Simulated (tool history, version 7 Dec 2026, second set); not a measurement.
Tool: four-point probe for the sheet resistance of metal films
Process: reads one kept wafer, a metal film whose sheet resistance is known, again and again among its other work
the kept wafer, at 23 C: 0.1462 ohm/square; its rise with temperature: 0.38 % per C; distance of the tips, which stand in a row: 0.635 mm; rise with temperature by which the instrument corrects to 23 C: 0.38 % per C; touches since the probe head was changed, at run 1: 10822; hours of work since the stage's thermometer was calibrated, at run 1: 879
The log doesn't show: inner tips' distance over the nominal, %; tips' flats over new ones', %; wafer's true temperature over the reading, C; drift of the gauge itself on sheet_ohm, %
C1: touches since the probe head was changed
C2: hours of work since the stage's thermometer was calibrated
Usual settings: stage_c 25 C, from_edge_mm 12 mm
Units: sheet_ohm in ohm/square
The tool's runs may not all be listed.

{"run": 1, "hour": 0.0, "stage_c": 25, "from_edge_mm": 12, "C1": 10822, "C2": 879, "sheet_ohm": 0.145997}
{"run": 2, "hour": 12.7, "stage_c": 25, "from_edge_mm": 47, "C1": 11300, "C2": 886, "sheet_ohm": 0.145754}
{"run": 3, "hour": 27.8, "stage_c": 25, "from_edge_mm": 47, "C1": 11866, "C2": 896, "sheet_ohm": 0.145783}
{"run": 4, "hour": 37.5, "stage_c": 25, "from_edge_mm": 47, "C1": 12233, "C2": 902, "sheet_ohm": 0.145736}
{"run": 5, "hour": 54.9, "stage_c": 25, "from_edge_mm": 12, "C1": 12886, "C2": 912, "sheet_ohm": 0.145971}
{"run": 6, "hour": 75.2, "stage_c": 25, "from_edge_mm": 12, "C1": 13651, "C2": 925, "sheet_ohm": 0.145936}
{"run": 7, "hour": 84.5, "stage_c": 25, "from_edge_mm": 12, "C1": 14000, "C2": 930, "sheet_ohm": 0.145906}
{"run": 8, "hour": 100.9, "stage_c": 25, "from_edge_mm": 12, "C1": 14615, "C2": 940, "sheet_ohm": 0.145976}
{"run": 9, "hour": 116.5, "stage_c": 25, "from_edge_mm": 12, "C1": 15202, "C2": 950, "sheet_ohm": 0.145916}
{"run": 10, "hour": 126.4, "stage_c": 25, "from_edge_mm": 12, "C1": 15574, "C2": 956, "sheet_ohm": 0.145937}
{"run": 11, "hour": 142.8, "stage_c": 25, "from_edge_mm": 12, "C1": 16193, "C2": 966, "sheet_ohm": 0.14599}
{"hour": 145.0, "done": "stage's thermometer calibrated"}
{"run": 12, "hour": 153.9, "stage_c": 25, "from_edge_mm": 12, "C1": 16590, "C2": 5, "sheet_ohm": 0.145911}
{"run": 13, "hour": 166.5, "stage_c": 23, "from_edge_mm": 12, "C1": 17064, "C2": 13, "sheet_ohm": 0.145852}
{"run": 14, "hour": 182.8, "stage_c": 23, "from_edge_mm": 12, "C1": 17679, "C2": 23, "sheet_ohm": 0.145859}
{"run": 15, "hour": 197.6, "stage_c": 23, "from_edge_mm": 12, "C1": 18234, "C2": 32, "sheet_ohm": 0.145811}
{"run": 16, "hour": 205.7, "stage_c": 34, "from_edge_mm": 36, "C1": 18541, "C2": 37, "sheet_ohm": 0.145694}
{"run": 17, "hour": 223.9, "stage_c": 22, "from_edge_mm": 17, "C1": 19223, "C2": 48, "sheet_ohm": 0.145683}
{"run": 18, "hour": 240.7, "stage_c": 22, "from_edge_mm": 17, "C1": 19856, "C2": 59, "sheet_ohm": 0.145731}
{"hour": 253.2, "done": "stage's thermometer calibrated, once more"}
{"run": 19, "hour": 258.9, "stage_c": 22, "from_edge_mm": 17, "C1": 20521, "C2": 3, "sheet_ohm": 0.145838}
{"run": 20, "hour": 274.0, "stage_c": 27, "from_edge_mm": 26, "C1": 21090, "C2": 13, "sheet_ohm": 0.145818}

4 ways to go on from here, each from the tool as it stands after run 20. What would each give?
{"run": "A", "hour": 285.9, "stage_c": 25, "from_edge_mm": 5, "C1": 21539, "C2": 20, "sheet_ohm": "?"}
{"run": "B", "hour": 285.9, "stage_c": 33, "from_edge_mm": 12, "C1": 21539, "C2": 20, "sheet_ohm": "?"}
{"run": "C", "hour": 285.9, "stage_c": 24, "from_edge_mm": 26, "C1": 21539, "C2": 20, "sheet_ohm": "?"}
{"run": "D", "hour": 285.9, "stage_c": 33, "from_edge_mm": 6, "C1": 21539, "C2": 20, "sheet_ohm": "?"}

run=A sheet_ohm=0.146996
run=B sheet_ohm=0.146031
run=C sheet_ohm=0.145809
run=D sheet_ohm=0.146680
Without the tool's hidden state the same runs would have given:
run=A sheet_ohm=0.147470
run=B sheet_ohm=0.146503
run=C sheet_ohm=0.146281
run=D sheet_ohm=0.147154
